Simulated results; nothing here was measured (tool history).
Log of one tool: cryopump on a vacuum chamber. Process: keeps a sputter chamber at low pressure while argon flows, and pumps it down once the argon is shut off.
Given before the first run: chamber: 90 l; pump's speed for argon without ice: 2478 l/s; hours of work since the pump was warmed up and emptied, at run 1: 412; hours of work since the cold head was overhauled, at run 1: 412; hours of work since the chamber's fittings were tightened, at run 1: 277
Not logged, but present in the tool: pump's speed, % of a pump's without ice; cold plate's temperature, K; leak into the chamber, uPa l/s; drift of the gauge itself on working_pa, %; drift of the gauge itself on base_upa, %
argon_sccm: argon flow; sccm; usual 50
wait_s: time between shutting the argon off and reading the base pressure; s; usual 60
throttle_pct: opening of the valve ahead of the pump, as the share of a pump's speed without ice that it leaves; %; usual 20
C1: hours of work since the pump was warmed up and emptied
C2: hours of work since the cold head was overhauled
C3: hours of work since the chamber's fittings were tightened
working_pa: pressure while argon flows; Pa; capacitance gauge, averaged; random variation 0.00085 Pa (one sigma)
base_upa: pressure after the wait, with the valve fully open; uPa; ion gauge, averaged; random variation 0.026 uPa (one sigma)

Run 1, hour 0.0: usual settings; C1 412; C2 412; C3 277. Result: working_pa 0.1732 Pa, base_upa 1.42 uPa.
Run 2, hour 25.3: usual settings; C1 424; C2 424; C3 289. Result: working_pa 0.1747 Pa, base_upa 1.40 uPa.
Run 3, hour 54.9: usual settings; C1 438; C2 438; C3 303. Result: working_pa 0.1742 Pa, base_upa 1.44 uPa.
Run 4, hour 72.8: usual settings; C1 446; C2 446; C3 311. Result: working_pa 0.1746 Pa, base_upa 1.45 uPa.
Run 5, hour 88.1: usual settings; C1 453; C2 453; C3 318. Result: working_pa 0.1761 Pa, base_upa 1.41 uPa.
Run 6, hour 111.2: usual settings; C1 464; C2 464; C3 329. Result: working_pa 0.1753 Pa, base_upa 1.48 uPa.
Run 7, hour 134.3: usual settings but wait_s 89 s; C1 475; C2 475; C3 340. Result: working_pa 0.1752 Pa, base_upa 1.14 uPa.
Run 8, hour 152.1: usual settings; C1 483; C2 483; C3 348. Result: working_pa 0.1740 Pa, base_upa 1.49 uPa.
Run 9, hour 182.3: usual settings but wait_s 35 s; C1 497; C2 497; C3 362. Result: working_pa 0.1735 Pa, base_upa 2.16 uPa.
Run 10, hour 207.2: usual settings; C1 509; C2 509; C3 374. Result: working_pa 0.1742 Pa, base_upa 1.51 uPa.
Run 11, hour 227.1: usual settings; C1 518; C2 518; C3 383. Result: working_pa 0.1751 Pa, base_upa 1.47 uPa.
Run 12, hour 250.1: usual settings but throttle_pct 22 %; C1 528; C2 528; C3 393. Result: working_pa 0.1596 Pa, base_upa 1.44 uPa.
Run 13, hour 279.4: usual settings but throttle_pct 22 %; C1 542; C2 542; C3 407. Result: working_pa 0.1580 Pa, base_upa 1.58 uPa.
Run 14, hour 309.7: usual settings but throttle_pct 22 %; C1 556; C2 556; C3 421. Result: working_pa 0.1602 Pa, base_upa 1.56 uPa.
Run 15, hour 325.7: usual settings but argon_sccm 57 sccm, throttle_pct 22 %; C1 564; C2 564; C3 429. Result: working_pa 0.1822 Pa, base_upa 1.55 uPa.
Run 16, hour 339.8: usual settings; C1 570; C2 570; C3 435. Result: working_pa 0.1747 Pa, base_upa 1.53 uPa.
Run 17, hour 363.2: usual settings; C1 581; C2 581; C3 446. Result: working_pa 0.1759 Pa, base_upa 1.53 uPa.
Run 18, hour 380.7: usual settings but argon_sccm 48 sccm, wait_s 33 s, throttle_pct 46 %; C1 589; C2 589; C3 454. Result: working_pa 0.0757 Pa, base_upa 2.42 uPa.

What does the tool deliver on the next run?
Run 19, hour 400.6: usual settings but argon_sccm 48 sccm, wait_s 33 s, throttle_pct 46 %; C1 598; C2 598; C3 463. Result: working_pa ?, base_upa ?.

working_pa: 0.0767 Pa
base_upa: 2.41 uPa
With no hidden state in the tool, this same run would have given working_pa 0.0717 Pa, base_upa 1.94 uPa.
